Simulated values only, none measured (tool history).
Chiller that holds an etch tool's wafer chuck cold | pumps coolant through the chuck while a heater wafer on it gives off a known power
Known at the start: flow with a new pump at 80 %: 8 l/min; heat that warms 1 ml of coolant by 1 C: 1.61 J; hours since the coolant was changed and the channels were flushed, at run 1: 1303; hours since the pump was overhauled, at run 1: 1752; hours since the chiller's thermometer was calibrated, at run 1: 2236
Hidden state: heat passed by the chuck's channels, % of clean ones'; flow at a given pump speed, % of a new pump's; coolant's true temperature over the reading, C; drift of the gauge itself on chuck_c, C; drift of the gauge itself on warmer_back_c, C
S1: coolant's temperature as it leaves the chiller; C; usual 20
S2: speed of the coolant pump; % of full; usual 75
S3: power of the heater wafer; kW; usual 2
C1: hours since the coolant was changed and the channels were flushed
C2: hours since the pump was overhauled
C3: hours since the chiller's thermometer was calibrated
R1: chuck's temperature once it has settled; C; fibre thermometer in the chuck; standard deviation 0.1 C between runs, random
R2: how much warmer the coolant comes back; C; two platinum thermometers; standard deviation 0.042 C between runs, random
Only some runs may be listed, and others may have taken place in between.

Run 1, hour 0: usual settings; C1 1303; C2 1752; C3 2236. Result: R1 37.6 C, R2 10.51 C.
Run 2, hour 67.1: usual settings; C1 1370; C2 1819; C3 2303. Result: R1 37.7 C, R2 10.43 C.
Run 3, hour 148.5: usual settings; C1 1452; C2 1900; C3 2384. Result: R1 37.9 C, R2 10.55 C.
Run 4, hour 188.3: usual settings; C1 1492; C2 1940; C3 2424. Result: R1 37.8 C, R2 10.45 C.
Run 5, hour 228.3: usual settings; C1 1532; C2 1980; C3 2464. Result: R1 37.9 C, R2 10.55 C.
Run 6, hour 261.9: usual settings but S2 61 % of full, S3 2.107 kW; C1 1565; C2 2014; C3 2498. Result: R1 42.4 C, R2 13.54 C.
Run 7, hour 323.5: usual settings but S3 2.779 kW; C1 1627; C2 2075; C3 2559. Result: R1 45.2 C, R2 14.7 C.
Run 8, hour 396.3: usual settings but S1 13 C, S2 76 % of full, S3 2.779 kW; C1 1700; C2 2148; C3 2632. Result: R1 37.9 C, R2 14.58 C.
Run 9, hour 457.6: usual settings but S1 13 C, S2 76 % of full, S3 2.779 kW; C1 1761; C2 2210; C3 2693. Result: R1 38 C, R2 14.55 C.
Run 10, hour 523.6: usual settings but S1 16 C, S2 85 % of full, S3 2.779 kW; C1 1827; C2 2276; C3 2759. Result: R1 39.2 C, R2 13.13 C.

Forecast each of these 5 alternatives for the next run:
Run A, hour 581.9: usual settings but S1 16 C, S2 88 % of full, S3 1.061 kW; C1 1885; C2 2334; C3 2818. Result: R1 ?, R2 ?.
Run B, hour 581.9: usual settings but S1 16 C, S2 92 % of full, S3 2.779 kW; C1 1885; C2 2334; C3 2818. Result: R1 ?, R2 ?.
Run C, hour 581.9: usual settings but S1 16 C, S2 63 % of full, S3 1.927 kW; C1 1885; C2 2334; C3 2818. Result: R1 ?, R2 ?.
Run D, hour 581.9: usual settings but S1 27 C, S2 92 % of full; C1 1885; C2 2334; C3 2818. Result: R1 ?, R2 ?.
Run E, hour 581.9: usual settings but S1 15 C, S2 62 % of full, S3 1.43 kW; C1 1885; C2 2334; C3 2818. Result: R1 ?, R2 ?.

run    R1     R2
  A  24.1   4.85
  B  37.9  12.16
  C  36.3  12.15
  D  42.4   8.73
  E    30   9.18
With no hidden state in the tool, these same runs would have given:
run    R1     R2
  A  23.6   4.53
  B  35.7  11.34
  C  34.3  11.33
  D    41   8.14
  E  28.7   8.57
